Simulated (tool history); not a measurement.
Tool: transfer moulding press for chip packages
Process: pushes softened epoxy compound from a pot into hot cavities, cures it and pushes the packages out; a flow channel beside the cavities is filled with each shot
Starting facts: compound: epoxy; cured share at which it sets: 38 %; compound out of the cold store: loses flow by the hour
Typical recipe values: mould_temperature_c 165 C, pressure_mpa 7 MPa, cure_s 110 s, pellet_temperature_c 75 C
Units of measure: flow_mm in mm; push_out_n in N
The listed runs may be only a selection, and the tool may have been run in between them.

run    hour  mould_temperature_c  pressure_mpa  cure_s  pellet_temperature_c  incoming compound's hours out of the cold store  flow_mm  push_out_n
  1       0                  165             7     110                    75                                             32.2      590         430
       72.1  -- cavities cleaned with cleaning compound and waxed
  2    72.1                  165             7     110                    75                                               32      589         389
  3   140.5                  165             7     110                    75                                             41.6      553         650
      155.4  -- cavities cleaned with cleaning compound and waxed
  4   182.1                  158             7     110                    75                                             22.9      620         657
        236  -- plunger's sealing rings changed
      237.5  -- cavities cleaned with cleaning compound and waxed
  5   248.6                  158             7     110                    75                                             21.6      659         569
      318.6  -- cavities cleaned with cleaning compound and waxed
  6   341.9                  158             7     110                    75                                             30.5      618         613
      397.5  -- cavities cleaned with cleaning compound and waxed
  7   428.7                  158             7     110                    75                                             26.8      626         636
      474.9  -- cavities cleaned with cleaning compound and waxed
  8   509.8                  158             7     110                    75                                             14.9      652         692
      551.6  -- cavities cleaned with cleaning compound and waxed
  9   602.9                  158             7     110                    75                                               12      653         764
        632  -- cavities cleaned with cleaning compound and waxed
      658.8  -- mould's thermocouples calibrated
      679.1  -- plunger's sealing rings changed
 10     692                  158             7     110                    75                                               45      588         749
      716.4  -- cavities cleaned with cleaning compound and waxed
 11   788.5                  158             7     110                    75                                             28.1      629         880
      798.7  -- cavities cleaned with cleaning compound and waxed
 12   866.6                  173             7     110                    75                                             31.9      582         623
      876.2  -- cavities cleaned with cleaning compound and waxed
 13     950                  165             7     112                    75                                             18.5      629         657
        958  -- cavities cleaned with cleaning compound and waxed
 14  1003.1                  165             7     110                    66                                             13.7      638         591

What does the tool deliver on the next run?
     1035.4  -- cavities cleaned with cleaning compound and waxed
 15  1072.6                  165             7     110                    66                                             23.1        ?           ?

Run 15 measured flow_mm 600 mm, push_out_n 585 N.
Without the tool's hidden state the same run would have given flow_mm 637 mm, push_out_n 413 N.

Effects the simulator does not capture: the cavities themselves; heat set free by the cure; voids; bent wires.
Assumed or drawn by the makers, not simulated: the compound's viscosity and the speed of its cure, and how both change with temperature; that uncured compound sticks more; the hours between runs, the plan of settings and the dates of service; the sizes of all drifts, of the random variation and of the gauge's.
